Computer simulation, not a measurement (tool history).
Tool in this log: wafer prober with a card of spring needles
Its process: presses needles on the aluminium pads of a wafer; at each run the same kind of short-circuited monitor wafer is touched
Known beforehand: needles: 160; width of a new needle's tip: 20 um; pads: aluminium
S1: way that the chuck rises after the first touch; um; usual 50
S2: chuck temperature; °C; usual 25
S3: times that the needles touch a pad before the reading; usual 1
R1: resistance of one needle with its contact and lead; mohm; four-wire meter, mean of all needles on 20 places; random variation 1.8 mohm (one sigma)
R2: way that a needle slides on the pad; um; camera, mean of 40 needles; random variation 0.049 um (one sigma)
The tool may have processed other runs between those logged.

Run 1, hour 0.0: usual settings. Result: R1 672 mohm, R2 7.81 um.
At hour 3.9: tips cleaned on abrasive film.
At hour 14.2: tips cleaned on abrasive film.
At hour 23.9: tips cleaned on abrasive film.
Run 2, hour 28.4: usual settings but S1 32 um. Result: R1 1325 mohm, R2 4.87 um.
At hour 32.6: tips cleaned on abrasive film.
At hour 42.3: tips cleaned on abrasive film.
At hour 46.0: height of the first contact set anew.
At hour 51.7: tips cleaned on abrasive film.
Run 3, hour 54.7: usual settings but S1 37 um. Result: R1 859 mohm, R2 5.97 um.
At hour 60.6: tips cleaned on abrasive film.
At hour 69.5: tips cleaned on abrasive film.
Run 4, hour 75.5: usual settings but S1 44 um. Result: R1 775 mohm, R2 7.01 um.
At hour 79.2: tips cleaned on abrasive film.
At hour 88.1: tips cleaned on abrasive film.
Run 5, hour 93.6: usual settings but S3 3. Result: R1 360 mohm, R2 7.89 um.
At hour 98.0: tips cleaned on abrasive film.
At hour 107.5: tips cleaned on abrasive film.
Run 6, hour 110.2: usual settings but S1 44 um. Result: R1 643 mohm, R2 6.95 um.
At hour 116.7: tips cleaned on abrasive film.
At hour 126.7: tips cleaned on abrasive film.
At hour 137.0: tips cleaned on abrasive film.
Run 7, hour 138.7: usual settings but S1 48 um. Result: R1 445 mohm, R2 7.63 um.
At hour 146.9: tips cleaned on abrasive film.
At hour 155.9: tips cleaned on abrasive film.
Run 8, hour 159.8: usual settings but S1 48 um, S3 2. Result: R1 480 mohm, R2 7.55 um.
At hour 165.1: tips cleaned on abrasive film.
At hour 175.0: tips cleaned on abrasive film.
Run 9, hour 183.2: usual settings but S1 48 um, S3 2. Result: R1 544 mohm, R2 7.43 um.
At hour 185.4: tips cleaned on abrasive film.
At hour 195.8: tips cleaned on abrasive film.
At hour 204.6: tips cleaned on abrasive film.
Run 10, hour 207.3: usual settings. Result: R1 553 mohm, R2 7.71 um.
At hour 213.6: tips cleaned on abrasive film.
At hour 222.8: tips cleaned on abrasive film.
Run 11, hour 225.4: usual settings. Result: R1 585 mohm, R2 7.73 um.
At hour 232.7: tips cleaned on abrasive film.
Run 12, hour 238.8: usual settings. Result: R1 754 mohm, R2 7.64 um.
At hour 242.6: tips cleaned on abrasive film.
At hour 251.7: tips cleaned on abrasive film.
Run 13, hour 254.3: usual settings. Result: R1 595 mohm, R2 7.78 um.
At hour 260.9: tips cleaned on abrasive film.
At hour 264.8: height of the first contact set anew.
Run 14, hour 267.7: usual settings. Result: R1 694 mohm, R2 8.07 um.
At hour 269.8: tips cleaned on abrasive film.
At hour 279.3: tips cleaned on abrasive film.
Run 15, hour 283.5: usual settings. Result: R1 654 mohm, R2 8.12 um.
At hour 289.0: tips cleaned on abrasive film.
At hour 299.3: tips cleaned on abrasive film.
Run 16, hour 304.0: usual settings but S2 26 °C, S3 3. Result: R1 356 mohm, R2 8.11 um.
At hour 308.3: tips cleaned on abrasive film.
At hour 318.4: tips cleaned on abrasive film.
At hour 328.3: tips cleaned on abrasive film.
Run 17, hour 329.2: usual settings but S2 26 °C, S3 3. Result: R1 258 mohm, R2 8.03 um.
At hour 337.5: tips cleaned on abrasive film.
Run 18, hour 343.0: usual settings but S2 26 °C, S3 3. Result: R1 373 mohm, R2 7.97 um.
At hour 346.8: tips cleaned on abrasive film.
At hour 356.8: tips cleaned on abrasive film.
At hour 366.5: tips cleaned on abrasive film.
Run 19, hour 366.5: usual settings but S2 26 °C, S3 3. Result: R1 216 mohm, R2 7.92 um.
At hour 375.9: tips cleaned on abrasive film.
Run 20, hour 383.0: usual settings but S1 45 um, S2 121 °C. Result: R1 827 mohm, R2 7.04 um.
At hour 384.8: tips cleaned on abrasive film.
At hour 394.7: tips cleaned on abrasive film.
At hour 404.2: tips cleaned on abrasive film.
Run 21, hour 410.9: usual settings but S1 45 um, S2 121 °C. Result: R1 828 mohm, R2 6.98 um.
At hour 414.9: tips cleaned on abrasive film.
Run 22, hour 423.2: usual settings but S1 44 um, S2 29 °C. Result: R1 962 mohm, R2 6.83 um.
At hour 424.8: tips cleaned on abrasive film.
At hour 435.6: tips cleaned on abrasive film.
At hour 445.2: tips cleaned on abrasive film.
Run 23, hour 449.1: usual settings but S1 61 um, S2 90 °C, S3 2. Result: R1 391 mohm, R2 9.58 um.
At hour 454.7: tips cleaned on abrasive film.
At hour 463.3: tips cleaned on abrasive film.
At hour 472.5: tips cleaned on abrasive film.
Run 24, hour 472.5: usual settings but S1 61 um, S2 90 °C, S3 2. Result: R1 216 mohm, R2 9.43 um.
At hour 481.8: tips cleaned on abrasive film.
At hour 483.6: height of the first contact set anew.
At hour 491.1: tips cleaned on abrasive film.
Run 25, hour 498.4: usual settings but S2 90 °C. Result: R1 719 mohm, R2 7.96 um.
At hour 500.3: tips cleaned on abrasive film.
At hour 509.7: tips cleaned on abrasive film.
At hour 520.1: tips cleaned on abrasive film.
Run 26, hour 526.2: usual settings but S1 31 um, S3 3. Result: R1 722 mohm, R2 4.92 um.
At hour 528.9: tips cleaned on abrasive film.
At hour 537.5: tips cleaned on abrasive film.
At hour 546.4: tips cleaned on abrasive film.
Run 27, hour 546.4: usual settings but S1 31 um, S3 3. Result: R1 262 mohm, R2 4.81 um.
At hour 555.7: tips cleaned on abrasive film.
At hour 565.0: tips cleaned on abrasive film.
At hour 574.1: tips cleaned on abrasive film.
Run 28, hour 576.6: usual settings but S1 68 um, S2 110 °C, S3 2. Result: R1 321 mohm, R2 10.76 um.
At hour 584.3: tips cleaned on abrasive film.
At hour 594.3: tips cleaned on abrasive film.
At hour 603.3: tips cleaned on abrasive film.
Run 29, hour 605.1: usual settings but S2 38 °C, S3 2. Result: R1 408 mohm, R2 7.87 um.

3 options for the next run, each taken on its own from the tool as it stands now. Forecast them:
At hour 612.2: tips cleaned on abrasive film.
At hour 622.1: tips cleaned on abrasive film.
At hour 632.6: tips cleaned on abrasive film.
Run A, hour 632.6: usual settings but S2 99 °C, S3 3. Result: R1 ?, R2 ?.
At hour 612.2: tips cleaned on abrasive film.
At hour 622.1: tips cleaned on abrasive film.
At hour 632.6: tips cleaned on abrasive film.
Run B, hour 632.6: usual settings but S1 32 um, S2 33 °C, S3 2. Result: R1 ?, R2 ?.
At hour 612.2: tips cleaned on abrasive film.
At hour 622.1: tips cleaned on abrasive film.
At hour 632.6: tips cleaned on abrasive film.
Run C, hour 632.6: usual settings but S1 69 um, S2 29 °C, S3 2. Result: R1 ?, R2 ?.

run   R1     R2
  A  221   7.81
  B  250   4.94
  C  196  10.88
The same runs, with their run-to-run variation unchanged, on a tool lacking any hidden condition would have given:
run   R1     R2
  A  207   8.08
  B  203   5.22
  C  185  11.15
